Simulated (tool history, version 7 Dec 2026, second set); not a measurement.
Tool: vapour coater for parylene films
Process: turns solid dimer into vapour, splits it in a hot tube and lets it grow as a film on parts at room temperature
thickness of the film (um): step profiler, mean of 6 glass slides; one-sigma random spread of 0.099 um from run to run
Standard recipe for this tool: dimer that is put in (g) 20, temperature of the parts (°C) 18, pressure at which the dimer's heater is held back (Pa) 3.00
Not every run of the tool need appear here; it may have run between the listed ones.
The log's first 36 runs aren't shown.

run,hour,dimer that is put in (g),temperature of the parts (°C),pressure at which the dimer's heater is held back (Pa),hours of work since the trap's valve was overhauled,hours of work since the table's thermometer was calibrated,thickness of the film (um)
37,1248.2,33,19,4.08,151,669,18.53
38,1281.2,12,18,3.43,168,686,7.06
39,1320.5,12,18,3.43,187,706,7.11
40,1343.5,12,19,5.83,199,717,6.56
41,1378.2,32,14,5.83,216,735,19.36
# hour 1419.4: trap's valve overhauled
42,1420.6,11,15,3.34,1,754,7.00
43,1448.0,11,15,3.34,14,768,6.92
44,1492.5,10,11,5.03,37,790,6.66
45,1516.5,10,11,5.03,49,802,6.62
46,1552.0,10,11,5.03,66,820,6.49

Below are 5 alternative next runs, each starting from the tool's condition after run 46. Predict each:
A,1598.9,20,18,3.13,90,843,?
B,1598.9,27,23,7.67,90,843,?
C,1598.9,20,18,2.83,90,843,?
D,1598.9,20,18,3.21,90,843,?
E,1598.9,32,11,4.48,90,843,?

run,thickness of the film (um)
A,12.04
B,13.34
C,11.93
D,11.98
E,21.26
Stripped of hidden state, with their random variation kept, the same runs would have yielded:
run,thickness of the film (um)
A,12.09
B,13.39
C,11.98
D,12.03
E,21.35
